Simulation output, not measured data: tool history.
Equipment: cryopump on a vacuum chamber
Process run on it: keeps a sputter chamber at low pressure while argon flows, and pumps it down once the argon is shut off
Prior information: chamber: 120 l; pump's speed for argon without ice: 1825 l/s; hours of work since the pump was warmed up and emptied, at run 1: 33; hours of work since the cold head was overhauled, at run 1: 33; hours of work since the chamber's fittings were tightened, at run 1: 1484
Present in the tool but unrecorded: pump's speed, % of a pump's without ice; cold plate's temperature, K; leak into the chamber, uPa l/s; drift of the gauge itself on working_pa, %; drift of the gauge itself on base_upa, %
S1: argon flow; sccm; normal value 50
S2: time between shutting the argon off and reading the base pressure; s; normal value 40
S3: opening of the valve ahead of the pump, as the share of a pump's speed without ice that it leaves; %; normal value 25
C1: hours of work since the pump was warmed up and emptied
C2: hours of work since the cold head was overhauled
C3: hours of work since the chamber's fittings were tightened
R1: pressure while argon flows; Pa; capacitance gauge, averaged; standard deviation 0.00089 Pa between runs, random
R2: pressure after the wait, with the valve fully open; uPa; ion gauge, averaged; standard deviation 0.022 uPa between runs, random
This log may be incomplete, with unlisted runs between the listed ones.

run,hour,S1,S2,S3,C1,C2,C3,R1,R2
1,0,50,40,25,33,33,1484,0.1861,0.97
2,57.1,50,40,25,75,75,1526,0.1859,1.02
# hour 64: leaking fittings of the chamber tightened, without venting
3,121.6,50,40,25,121,121,42,0.188,0.64
4,214.6,50,40,25,189,189,110,0.188,0.65
5,290.5,50,40,25,245,245,166,0.1889,0.66
6,362.2,50,40,25,297,297,219,0.1897,0.78
7,436.8,50,40,25,352,352,273,0.1916,0.73
8,493.7,50,40,25,394,394,315,0.1913,0.72
9,571,50,40,25,450,450,372,0.1929,0.79
10,632.9,50,40,25,496,496,417,0.1941,0.78
11,699.2,50,218,25,544,544,466,0.1938,0.41
12,801.6,50,218,25,619,619,541,0.1965,0.43
13,907.4,50,218,18,697,697,618,0.2679,0.5
14,959.2,50,218,18,735,735,656,0.271,0.5
15,1046.4,50,218,18,799,799,720,0.2727,0.56
16,1110.1,50,218,18,845,845,767,0.2747,0.6
17,1171.8,50,218,18,891,891,812,0.2764,0.55
18,1273,50,63,16,965,965,886,0.308,0.79
# hour 1359: pump warmed up, emptied and cooled again
19,1372.2,50,63,16,10,1034,955,0.29,0.66
20,1417.7,50,63,16,43,1067,989,0.287,0.68
21,1509.7,84,30,53,110,1135,1056,0.1505,1
22,1557.5,84,30,53,146,1170,1091,0.1508,1.1
23,1608.3,32,209,26,183,1207,1128,0.1155,0.51
24,1651.1,56,54,20,214,1238,1160,0.2617,0.83
25,1696.7,56,68,20,248,1272,1193,0.2626,0.75
26,1755.4,30,40,38,291,1315,1236,0.0763,0.98
27,1801.7,36,40,25,325,1349,1270,0.1373,1.01
28,1877.1,22,25,31,380,1404,1326,0.0687,1.26
29,1967.8,22,73,17,446,1471,1392,0.1248,0.8
30,2042.3,22,73,17,501,1525,1447,0.1245,0.85
31,2094.3,29,76,43,539,1563,1485,0.0679,0.9
# hour 2158.7: leaking fittings of the chamber tightened, without venting
32,2160,49,39,34,586,1610,1,0.1442,0.66
33,2224.1,63,40,32,633,1657,48,0.198,0.72

For some of the steps in R1 from one run to the next: how much would appear even if the tool had no hidden state, given the settings, what came in and random variation, and how much remains for the hidden state plus any gauge scatter that the measured result and the result without hidden state don't share?
Run 18 -> 19: pump warmed up, emptied and cooled again. R1 -0.018 Pa: hidden state -0.0192, all else +0.0012.
Run 20 -> 21: S1 50 -> 84, S2 63 -> 30, S3 16 -> 53. R1 -0.1365 Pa: hidden state +0.0026, all else -0.1391.
Run 23 -> 24: S1 32 -> 56, S2 209 -> 54, S3 26 -> 20. R1 +0.1462 Pa: hidden state +0.0021, all else +0.1441.
Run 25 -> 26: S1 56 -> 30, S2 68 -> 40, S3 20 -> 38. R1 -0.1863 Pa: hidden state -0.0018, all else -0.1845.
Run 31 -> 32: S1 29 -> 49, S2 76 -> 39, S3 43 -> 34, leaking fittings of the chamber tightened, without venting. R1 +0.0763 Pa: hidden state +0.005, all else +0.0713.
Run 32 -> 33: S1 49 -> 63, S2 39 -> 40, S3 34 -> 32. R1 +0.0538 Pa: hidden state +0.0044, all else +0.0494.
